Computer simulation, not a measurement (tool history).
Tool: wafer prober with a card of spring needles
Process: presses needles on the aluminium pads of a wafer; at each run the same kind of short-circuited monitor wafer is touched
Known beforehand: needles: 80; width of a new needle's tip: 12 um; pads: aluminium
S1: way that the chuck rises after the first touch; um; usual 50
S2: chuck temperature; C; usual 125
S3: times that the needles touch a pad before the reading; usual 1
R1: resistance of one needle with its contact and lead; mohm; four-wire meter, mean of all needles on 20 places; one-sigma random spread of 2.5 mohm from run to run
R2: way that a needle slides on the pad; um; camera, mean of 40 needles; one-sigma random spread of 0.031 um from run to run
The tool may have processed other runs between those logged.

run    hour  S1   S2  S3   R1     R2
  1       0  50  125   1  291  10.19
        6.5  -- tips cleaned on abrasive film
       22.7  -- tips cleaned on abrasive film
       38.8  -- tips cleaned on abrasive film
         55  -- tips cleaned on abrasive film
  2    55.1  50  125   3  289  10.24
         68  -- tips cleaned on abrasive film
       84.2  -- tips cleaned on abrasive film
       97.7  -- tips cleaned on abrasive film
  3    97.7  50  125   3  289  10.16
      110.7  -- tips cleaned on abrasive film
      126.9  -- tips cleaned on abrasive film
      127.2  -- height of the first contact set anew
      143.3  -- tips cleaned on abrasive film
      159.5  -- tips cleaned on abrasive film
      172.4  -- tips cleaned on abrasive film
  4   174.2  62  125   1  289  12.57
      187.1  -- tips cleaned on abrasive film
      203.3  -- tips cleaned on abrasive film
      219.4  -- tips cleaned on abrasive film
      235.6  -- tips cleaned on abrasive film
  5   246.7  50   27   1  267  10.19
        250  -- tips cleaned on abrasive film
      266.2  -- tips cleaned on abrasive film
      282.3  -- tips cleaned on abrasive film
      298.5  -- tips cleaned on abrasive film
  6     309  52   27   1  267  10.64
      312.3  -- tips cleaned on abrasive film
      328.5  -- tips cleaned on abrasive film
      341.4  -- tips cleaned on abrasive film
      357.6  -- tips cleaned on abrasive film
      373.7  -- tips cleaned on abrasive film
      389.9  -- tips cleaned on abrasive film
  7   393.2  50   35   1  267  10.21
      399.9  -- height of the first contact set anew
      403.3  -- tips cleaned on abrasive film
      416.2  -- tips cleaned on abrasive film
      432.4  -- tips cleaned on abrasive film
  8   434.3  50  125   1  293  10.19
      447.3  -- tips cleaned on abrasive film
      460.2  -- tips cleaned on abrasive film
      476.4  -- tips cleaned on abrasive film
  9   483.5  63  125   1  289  12.93
        490  -- tips cleaned on abrasive film
      506.2  -- tips cleaned on abrasive film
      522.3  -- tips cleaned on abrasive film
      538.5  -- tips cleaned on abrasive film
      554.6  -- tips cleaned on abrasive film
 10   559.7  63  125   1  293  12.89
      569.4  -- tips cleaned on abrasive film
      585.6  -- tips cleaned on abrasive film
      598.5  -- tips cleaned on abrasive film
      614.7  -- tips cleaned on abrasive film
      630.8  -- tips cleaned on abrasive film
 11   639.8  63  125   1  292   12.9
      646.3  -- tips cleaned on abrasive film
      662.5  -- tips cleaned on abrasive film
      672.4  -- height of the first contact set anew
      678.9  -- tips cleaned on abrasive film
      691.9  -- tips cleaned on abrasive film
      706.9  -- tips cleaned on abrasive film
 12   706.9  63  125   1  289  13.01
      719.8  -- tips cleaned on abrasive film
      732.8  -- tips cleaned on abrasive film
      745.7  -- tips cleaned on abrasive film
      761.9  -- tips cleaned on abrasive film
        778  -- tips cleaned on abrasive film
 13   782.8  50   42   2  265  10.25
      792.5  -- tips cleaned on abrasive film
      808.7  -- tips cleaned on abrasive film
      824.8  -- tips cleaned on abrasive film
 14   824.9  58   74   2  275  11.93
      837.9  -- tips cleaned on abrasive film
        854  -- tips cleaned on abrasive film
 15     864  58   74   2  275   11.9
      867.3  -- tips cleaned on abrasive film
      883.4  -- tips cleaned on abrasive film
      899.6  -- tips cleaned on abrasive film
      915.7  -- tips cleaned on abrasive film
      928.7  -- tips cleaned on abrasive film
 16   932.7  58   74   2  274  11.97
      942.5  -- tips cleaned on abrasive film
        946  -- height of the first contact set anew
      958.9  -- tips cleaned on abrasive film
      975.1  -- tips cleaned on abrasive film
      991.2  -- tips cleaned on abrasive film
     1007.4  -- tips cleaned on abrasive film
 17  1011.6  58   50   2  270  11.96
     1021.3  -- tips cleaned on abrasive film
     1034.3  -- tips cleaned on abrasive film
     1047.2  -- tips cleaned on abrasive film
     1063.4  -- tips cleaned on abrasive film
     1079.5  -- tips cleaned on abrasive film
 18  1081.2  43  125   1  296   8.94
     1094.1  -- tips cleaned on abrasive film
     1110.3  -- tips cleaned on abrasive film
     1126.4  -- tips cleaned on abrasive film
 19  1138.1  32  119   2  298   6.57
     1141.4  -- tips cleaned on abrasive film
     1157.6  -- tips cleaned on abrasive film
     1173.7  -- tips cleaned on abrasive film
 20  1183.7  60   40   2  264  12.43
       1187  -- tips cleaned on abrasive film
     1199.9  -- tips cleaned on abrasive film
     1216.1  -- tips cleaned on abrasive film
     1219.6  -- height of the first contact set anew
     1232.5  -- tips cleaned on abrasive film
 21  1240.8  35   49   1  274   7.26
     1247.3  -- tips cleaned on abrasive film
     1260.2  -- tips cleaned on abrasive film
     1276.4  -- tips cleaned on abrasive film
 22  1280.8  38   78   1  285   7.82
     1290.5  -- tips cleaned on abrasive film
     1306.7  -- tips cleaned on abrasive film
     1322.9  -- tips cleaned on abrasive film
       1339  -- tips cleaned on abrasive film
     1355.2  -- tips cleaned on abrasive film
     1371.3  -- tips cleaned on abrasive film
 23  1371.8  38   78   1  280   7.87
     1384.7  -- tips cleaned on abrasive film
     1397.7  -- tips cleaned on abrasive film
     1413.8  -- tips cleaned on abrasive film
 24  1426.2  50  125   2  294  10.37

5 options for the next run, each taken on its own from the tool as it stands now. Forecast them:
     1429.5  -- tips cleaned on abrasive film
     1445.6  -- tips cleaned on abrasive film
     1461.8  -- tips cleaned on abrasive film
     1477.9  -- tips cleaned on abrasive film
  A  1489.8  50   46   2   ?   ?
     1429.5  -- tips cleaned on abrasive film
     1445.6  -- tips cleaned on abrasive film
     1461.8  -- tips cleaned on abrasive film
     1477.9  -- tips cleaned on abrasive film
  B  1489.8  51   26   1   ?   ?
     1429.5  -- tips cleaned on abrasive film
     1445.6  -- tips cleaned on abrasive film
     1461.8  -- tips cleaned on abrasive film
     1477.9  -- tips cleaned on abrasive film
  C  1489.8  50  125   1   ?   ?
     1429.5  -- tips cleaned on abrasive film
     1445.6  -- tips cleaned on abrasive film
     1461.8  -- tips cleaned on abrasive film
     1477.9  -- tips cleaned on abrasive film
  D  1489.8  46   45   2   ?   ?
     1429.5  -- tips cleaned on abrasive film
     1445.6  -- tips cleaned on abrasive film
     1461.8  -- tips cleaned on abrasive film
     1477.9  -- tips cleaned on abrasive film
  E  1489.8  60   27   1   ?   ?

run   R1     R2
  A  265  10.39
  B  269  10.64
  C  292  10.37
  D  271   9.59
  E  261  12.44
Without the tool's unlogged condition, the same runs would have read:
run   R1     R2
  A  265  10.16
  B  269   10.4
  C  292  10.13
  D  271   9.37
  E  261  12.15

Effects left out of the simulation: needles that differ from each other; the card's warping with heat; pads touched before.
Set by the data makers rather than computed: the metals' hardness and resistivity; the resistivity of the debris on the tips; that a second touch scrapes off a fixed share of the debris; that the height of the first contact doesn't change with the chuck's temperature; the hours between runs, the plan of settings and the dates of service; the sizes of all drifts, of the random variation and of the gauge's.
